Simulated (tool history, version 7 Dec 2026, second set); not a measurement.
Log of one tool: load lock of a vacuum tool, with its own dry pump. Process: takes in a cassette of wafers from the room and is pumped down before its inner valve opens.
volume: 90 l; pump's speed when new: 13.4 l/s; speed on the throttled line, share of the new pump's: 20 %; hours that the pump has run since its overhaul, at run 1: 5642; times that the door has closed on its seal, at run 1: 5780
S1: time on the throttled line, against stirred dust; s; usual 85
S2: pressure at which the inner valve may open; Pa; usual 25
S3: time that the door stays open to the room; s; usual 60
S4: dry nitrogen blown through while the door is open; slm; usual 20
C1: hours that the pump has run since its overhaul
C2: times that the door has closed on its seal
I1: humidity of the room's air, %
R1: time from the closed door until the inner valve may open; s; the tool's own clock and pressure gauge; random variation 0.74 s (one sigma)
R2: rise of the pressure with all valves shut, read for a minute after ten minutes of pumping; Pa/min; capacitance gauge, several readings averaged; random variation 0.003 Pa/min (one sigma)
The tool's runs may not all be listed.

run	hour	S1	S2	S3	S4	C1	C2	I1	R1	R2
1	0	85	25	60	20	5642	5780	45.2	126.8	0.034
2	36.8	85	25	60	20	5679	5856	44	126	0.034
3	105	85	25	60	20	5747	5996	45.1	126.2	0.032
4	142.8	85	23	60	20	5785	6073	41.5	125.8	0.033
5	201.9	85	23	60	20	5844	6194	44.9	127.6	0.029
6	260.1	85	23	60	20	5903	6314	48.7	126.7	0.037
7	342.2	85	23	60	20	5985	6482	42.6	126.1	0.031
8	406.9	85	21	60	20	6049	6615	47.5	127	0.034
9	479.3	85	25	26	20	6122	6764	42.5	126.5	0.028
10	542.4	85	25	51	20	6185	6893	47	126.3	0.024
11	630.8	85	25	51	20	6273	7075	48.3	126.3	0.034
12	680.3	85	25	51	20	6323	7176	45.5	127.7	0.037
13	757.9	85	25	51	20	6400	7335	44.9	125.3	0.035
14	802.5	85	25	51	20	6445	7427	43	127	0.035
15	887.3	85	25	60	12	6530	7601	46.6	126.6	0.04
16	941.9	85	25	60	12	6584	7713	43.9	125.9	0.043
17	1029.8	148	25	60	12	6672	7893	44.8	176.6	0.044
18	1078.3	148	25	217	12	6721	7993	42.6	175.6	0.055
19	1157.7	85	20	60	20	6800	8156	45.6	126.7	0.036
20	1244.7	85	25	34	33	6887	8334	45.3	125.4	0.031
21	1307.1	61	20	116	6	6950	8462	48.7	109.9	0.064
22	1355.8	61	20	116	6	6998	8562	41.6	108.9	0.058
23	1413.1	147	19	60	20	7056	8680	45.8	179.1	0.041
24	1474.4	147	19	60	20	7117	8806	47.5	178.6	0.037
25	1512.9	84	19	60	32	7155	8885	45.7	127	0.037
26	1592.8	50	36	123	8	7235	9049	45.7	96.2	0.056
27	1654.3	50	36	123	8	7297	9175	43.1	96.6	0.054
28	1735.6	85	25	174	14	7378	9342	46.8	126.8	0.057
29	1826.6	85	50	202	14	7469	9529	47.5	122	0.061
30	1910.1	74	43	60	20	7553	9700	44.3	115.1	0.042
31	1952.3	47	43	60	17	7595	9786	46	92.7	0.038
32	2007.4	47	43	60	17	7650	9899	43.6	93.6	0.043
33	2066.1	47	43	60	17	7709	10020	49.1	93.6	0.052
34	2121.7	60	38	95	20	7764	10134	45.6	104.4	0.05
35	2171.1	44	48	105	37	7814	10235	50.3	89.7	0.041
36	2226.6	119	23	79	14	7869	10349	44.6	153.5	0.048

Hidden state or all else? Some run-to-run changes of R1, split into what the settings, what came in and random variation would give without the hidden state, and what is left for the hidden state (with any gauge scatter that isn't in both results):
The hidden state here: pump's speed, % of a new pump's; leak at the door's seal, Pa l/s; drift of the gauge itself on ready_s, %; drift of the gauge itself on rise_pa_min, %.
Run 16 -> 17: S1 85 -> 148. R1 +50.7 s: hidden state -0.7, all else +51.4.
Run 18 -> 19: S1 148 -> 85, S2 25 -> 20, S3 217 -> 60, S4 12 -> 20. R1 -48.9 s: hidden state +0.9, all else -49.8.
Run 22 -> 23: S1 61 -> 147, S2 20 -> 19, S3 116 -> 60, S4 6 -> 20. R1 +70.2 s: hidden state -1, all else +71.2.
Run 24 -> 25: S1 147 -> 84, S4 20 -> 32. R1 -51.6 s: hidden state +0.7, all else -52.3.
Run 35 -> 36: S1 44 -> 119, S2 48 -> 23, S3 105 -> 79, S4 37 -> 14. R1 +63.8 s: hidden state -0.5, all else +64.3.
